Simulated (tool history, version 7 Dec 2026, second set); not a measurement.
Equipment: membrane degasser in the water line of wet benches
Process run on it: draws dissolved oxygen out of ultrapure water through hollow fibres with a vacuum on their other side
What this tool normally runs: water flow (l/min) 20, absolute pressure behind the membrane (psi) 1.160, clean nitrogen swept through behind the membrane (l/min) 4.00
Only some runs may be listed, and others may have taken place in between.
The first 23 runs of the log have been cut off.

run,hour,water flow (l/min),absolute pressure behind the membrane (psi),clean nitrogen swept through behind the membrane (l/min),dissolved oxygen in the water behind the degasser (ppb),pressure that the water loses in the fibres (psi)
24,3061.7,20,2.428,4.00,204.1,8.640
25,3207.3,16,2.875,2.21,309.0,6.982
26,3377.3,24,1.690,6.25,154.1,10.418
# hour 3448.3: vacuum gauge calibrated
27,3506.8,24,1.690,6.25,153.6,10.420
28,3641.9,26,1.160,2.52,209.4,11.311
# hour 3697.6: seals of the vacuum lines changed
29,3724.0,13,0.911,4.00,32.5,5.630
30,3813.0,13,0.911,4.00,32.6,5.661
31,3971.9,13,0.911,4.00,32.0,5.661
32,4141.4,21,1.160,3.76,112.4,9.182

What if the next run were any one of these 3? Each begins from the tool's condition after run 32:
A,4308.3,17,0.714,3.76,?,?
B,4308.3,20,1.681,3.59,?,?
C,4308.3,20,0.927,4.00,?,?

run,dissolved oxygen in the water behind the degasser (ppb),pressure that the water loses in the fibres (psi)
A,41.8,7.358
B,153.3,8.743
C,78.9,8.754
What these runs would have given with no unlogged condition in the tool:
run,dissolved oxygen in the water behind the degasser (ppb),pressure that the water loses in the fibres (psi)
A,34.7,6.927
B,141.7,8.235
C,67.5,8.247
